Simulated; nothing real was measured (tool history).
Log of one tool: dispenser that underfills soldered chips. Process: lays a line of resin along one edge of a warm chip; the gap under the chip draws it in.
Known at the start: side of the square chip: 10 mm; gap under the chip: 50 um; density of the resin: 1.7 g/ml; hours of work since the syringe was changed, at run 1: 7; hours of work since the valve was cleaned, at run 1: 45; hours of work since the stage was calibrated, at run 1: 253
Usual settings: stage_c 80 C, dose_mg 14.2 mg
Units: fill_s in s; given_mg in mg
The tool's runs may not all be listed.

run   hour  stage_c  dose_mg  hours of work since the syringe was changed  hours of work since the valve was cleaned  hours of work since the stage was calibrated  fill_s  given_mg
  1      0       80     14.2                                            7                                         45                                           253   142.4     13.96
       1.2  -- new syringe of resin
      10.4  -- dispensing valve cleaned and set on the balance
  2   11.4       80     14.2                                            6                                          1                                           259   140.3     14.27
      14.2  -- new syringe of resin
  3   22.4       80     14.2                                            5                                          7                                           266   132.3     14.05
      26.3  -- new syringe of resin
  4   30.6       80     14.2                                            3                                         12                                           271   119.5     14.11
      38.5  -- new syringe of resin
  5   38.5       80     12.9                                            0                                         17                                           275   105.1     12.74
  6     47       80     12.9                                            5                                         22                                           281   132.1     12.74
        51  -- new syringe of resin
  7     56       79     14.2                                            3                                         28                                           286     129     13.95
      63.9  -- new syringe of resin
  8   66.6       79     14.2                                            2                                         34                                           293   115.9     13.87
      76.3  -- new syringe of resin
  9   77.6       71     16.9                                            1                                         41                                           299   154.9     16.42
 10     84       88     18.4                                            5                                         45                                           303    92.4      17.8
      89.1  -- new syringe of resin
 11   91.1       76     15.8                                            1                                         49                                           307     128     15.35
      94.8  -- dispensing valve cleaned and set on the balance
 12  100.3       90     14.3                                            6                                          3                                           313      94     14.13
     102.2  -- new syringe of resin
 13  108.7       92     13.1                                            4                                          8                                           318    82.7     13.07
     114.6  -- new syringe of resin
 14  116.9       76     14.3                                            1                                         13                                           323   131.2     14.09

4 ways to go on from here, each from the tool as it stands after run 14. What would each give?
  A  123.8       67     16.4                                            6                                         18                                           327       ?         ?
  B  123.8       73     15.7                                            6                                         18                                           327       ?         ?
  C  123.8       81     18.1                                            6                                         18                                           327       ?         ?
  D  123.8       79     15.4                                            6                                         18                                           327       ?         ?

run  fill_s  given_mg
  A   230.6     16.18
  B   177.9     15.47
  C   129.6     17.86
  D   139.6     15.05
Without the tool's hidden state the same runs would have given:
run  fill_s  given_mg
  A   183.4     16.41
  B   141.2     15.69
  C   102.9     18.11
  D   110.7     15.26

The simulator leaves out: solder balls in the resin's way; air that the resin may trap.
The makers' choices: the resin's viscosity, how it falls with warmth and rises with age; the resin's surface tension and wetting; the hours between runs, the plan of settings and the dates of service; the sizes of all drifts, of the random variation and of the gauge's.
